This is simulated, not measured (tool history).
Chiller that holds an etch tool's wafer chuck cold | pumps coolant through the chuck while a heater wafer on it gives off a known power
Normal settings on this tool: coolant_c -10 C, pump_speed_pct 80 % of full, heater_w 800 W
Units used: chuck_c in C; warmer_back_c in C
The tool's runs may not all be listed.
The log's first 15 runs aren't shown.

run 16 day=26.979 | coolant_c=-10 pump_speed_pct=80 heater_w=541 | chuck_c=-6.6 warmer_back_c=1.34
run 17 day=28.738 | coolant_c=0 pump_speed_pct=63 heater_w=519 | chuck_c=3.9 warmer_back_c=1.65
run 18 day=30.996 | coolant_c=-10 pump_speed_pct=77 heater_w=449 | chuck_c=-7 warmer_back_c=1.11
run 19 day=33.3 | coolant_c=-20 pump_speed_pct=80 heater_w=800 | chuck_c=-14.7 warmer_back_c=1.95
run 20 day=35.454 | coolant_c=-20 pump_speed_pct=80 heater_w=800 | chuck_c=-14.9 warmer_back_c=2.01
run 21 day=37.767 | coolant_c=-5 pump_speed_pct=80 heater_w=717 | chuck_c=-0.5 warmer_back_c=1.87
run 22 day=39.758 | coolant_c=-17 pump_speed_pct=84 heater_w=772 | chuck_c=-12.2 warmer_back_c=1.81
run 23 day=40.917 | coolant_c=-17 pump_speed_pct=84 heater_w=528 | chuck_c=-13.7 warmer_back_c=1.28
run 24 day=43.3 | coolant_c=-1 pump_speed_pct=82 heater_w=460 | chuck_c=1.8 warmer_back_c=1.16
run 25 day=44.925 | coolant_c=-1 pump_speed_pct=82 heater_w=460 | chuck_c=2 warmer_back_c=1.17
run 26 day=47.112 | coolant_c=0 pump_speed_pct=80 heater_w=871 | chuck_c=5.7 warmer_back_c=2.22
run 27 day=49.575 | coolant_c=-3 pump_speed_pct=93 heater_w=676 | chuck_c=1 warmer_back_c=1.42
run 28 day=51.242 | coolant_c=-3 pump_speed_pct=93 heater_w=676 | chuck_c=1.1 warmer_back_c=1.53
run 29 day=52.904 | coolant_c=-3 pump_speed_pct=93 heater_w=676 | chuck_c=0.9 warmer_back_c=1.47
run 30 day=55.058 | coolant_c=-3 pump_speed_pct=93 heater_w=676 | chuck_c=1 warmer_back_c=1.46
run 31 day=57.096 | coolant_c=-10 pump_speed_pct=83 heater_w=800 | chuck_c=-4.9 warmer_back_c=2
run 32 day=58.338 | coolant_c=-10 pump_speed_pct=71 heater_w=979 | chuck_c=-3.2 warmer_back_c=2.78

Predict each of these 3 candidate next runs independently; none follows another, all start after run 32:
run A day=60.629 | coolant_c=-5 pump_speed_pct=80 heater_w=800 | chuck_c=? warmer_back_c=?
run B day=60.629 | coolant_c=-6 pump_speed_pct=67 heater_w=1086 | chuck_c=? warmer_back_c=?
run C day=60.629 | coolant_c=-10 pump_speed_pct=96 heater_w=456 | chuck_c=? warmer_back_c=?

run=A chuck_c=0.4 warmer_back_c=2.06
run=B chuck_c=1.9 warmer_back_c=3.31
run=C chuck_c=-7.3 warmer_back_c=0.95
Without the tool's hidden state the same runs would have given:
run=A chuck_c=-0.1 warmer_back_c=1.94
run=B chuck_c=1.2 warmer_back_c=3.12
run=C chuck_c=-7.6 warmer_back_c=0.89
